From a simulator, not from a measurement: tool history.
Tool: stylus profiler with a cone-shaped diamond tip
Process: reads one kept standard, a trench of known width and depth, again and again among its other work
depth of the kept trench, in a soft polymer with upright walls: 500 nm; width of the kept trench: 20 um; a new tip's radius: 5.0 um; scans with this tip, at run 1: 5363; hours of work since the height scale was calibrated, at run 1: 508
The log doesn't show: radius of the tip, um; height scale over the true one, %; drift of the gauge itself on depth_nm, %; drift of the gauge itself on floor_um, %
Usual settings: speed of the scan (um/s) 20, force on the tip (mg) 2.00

run     day  speed of the scan (um/s)  force on the tip (mg)  scans with this tip  hours of work since the height scale was calibrated  depth of the trench (Å)  width of the trench's floor (um)
  1   0.000                        20                   2.00                 5363                                                  508                   5054.2                             15.03
  2   0.438                        20                   2.00                 5449                                                  516                   5052.3                             14.99
  3   1.062                        20                   2.00                 5572                                                  527                   5053.7                             15.02
  4   1.508                        20                   2.00                 5659                                                  536                   5050.9                             15.01
  5   2.296                        20                   2.00                 5813                                                  550                   5052.8                             14.95
  6   3.083                        20                   2.00                 5968                                                  565                   5050.8                             14.98
  7   3.650                        20                   2.00                 6079                                                  575                   5052.4                             14.96
  8   4.488                        20                   2.00                 6243                                                  591                   5051.0                             14.89
  9   4.983                        20                   2.00                 6340                                                  600                   5052.2                             14.97
 10   5.692                        20                   5.47                 6479                                                  613                   5113.4                             14.98
 11   6.300                        20                   3.98                 6598                                                  625                   5088.9                             14.91
 12   7.125                        20                   3.98                 6760                                                  640                   5087.9                             14.88
 13   7.871                        20                   3.98                 6906                                                  654                   5090.4                             14.88
 14   8.575                        20                   3.98                 7045                                                  667                   5087.1                             14.91
 15   9.375                        20                   3.98                 7201                                                  682                   5087.2                             14.87
 16   9.842                        20                   3.98                 7293                                                  690                   5086.9                             14.88
 17  10.492                        20                   3.98                 7420                                                  702                   5086.5                             14.87
 18  11.288                        65                   0.83                 7576                                                  717                   5019.0                             14.44
 19  12.004                        40                   3.08                 7717                                                  730                   5068.5                             14.75
 20  12.854                        40                   3.08                 7883                                                  746                   5071.1                             14.77
 21  13.567                        46                   2.14                 8023                                                  759                   5050.2                             14.65
 22  14.362                        12                   2.23                 8179                                                  774                   5052.0                             14.82
 23  15.142                         7                   2.23                 8332                                                  789                   5051.1                             14.80
 24  15.875                         7                   2.23                 8476                                                  802                   5049.2                             14.80
     16.371  -- height scale calibrated on a step standard
 25  16.604                        14                   2.23                 8614                                                    4                   5069.6                             14.77
 26  16.983                        68                   2.99                 8689                                                   11                   5084.0                             14.57
 27  17.721                        68                   2.99                 8834                                                   25                   5085.5                             14.57
 28  18.558                        68                   2.63                 8998                                                   41                   5075.7                             14.55
 29  19.046                        68                   2.63                 9093                                                   50                   5076.7                             14.48
 30  19.783                        68                   2.63                 9238                                                   63                   5076.3                             14.47
 31  20.429                        68                   2.63                 9364                                                   75                   5075.7                             14.46
 32  21.279                        68                   2.63                 9531                                                   91                   5076.5                             14.48
 33  22.071                        19                   1.93                 9687                                                  106                   5060.1                             14.65
 34  22.779                        31                   2.00                 9825                                                  119                   5060.0                             14.57

Forecast each of these 5 alternatives for the next run:
  A  23.158                        37                   0.85                 9900                                                  126                        ?                                 ?
  B  23.158                         8                   0.82                 9900                                                  126                        ?                                 ?
  C  23.158                        24                   2.00                 9900                                                  126                        ?                                 ?
  D  23.158                         9                   2.00                 9900                                                  126                        ?                                 ?
  E  23.158                        39                   4.28                 9900                                                  126                        ?                                 ?

run  depth of the trench (Å)  width of the trench's floor (um)
  A                   5032.8                             14.42
  B                   5032.7                             14.63
  C                   5061.9                             14.53
  D                   5062.8                             14.68
  E                   5107.2                             14.55
Without the tool's hidden state the same runs would have given:
run  depth of the trench (Å)  width of the trench's floor (um)
  A                   5037.2                             15.36
  B                   5037.1                             15.57
  C                   5066.3                             15.46
  D                   5067.2                             15.62
  E                   5111.7                             15.49
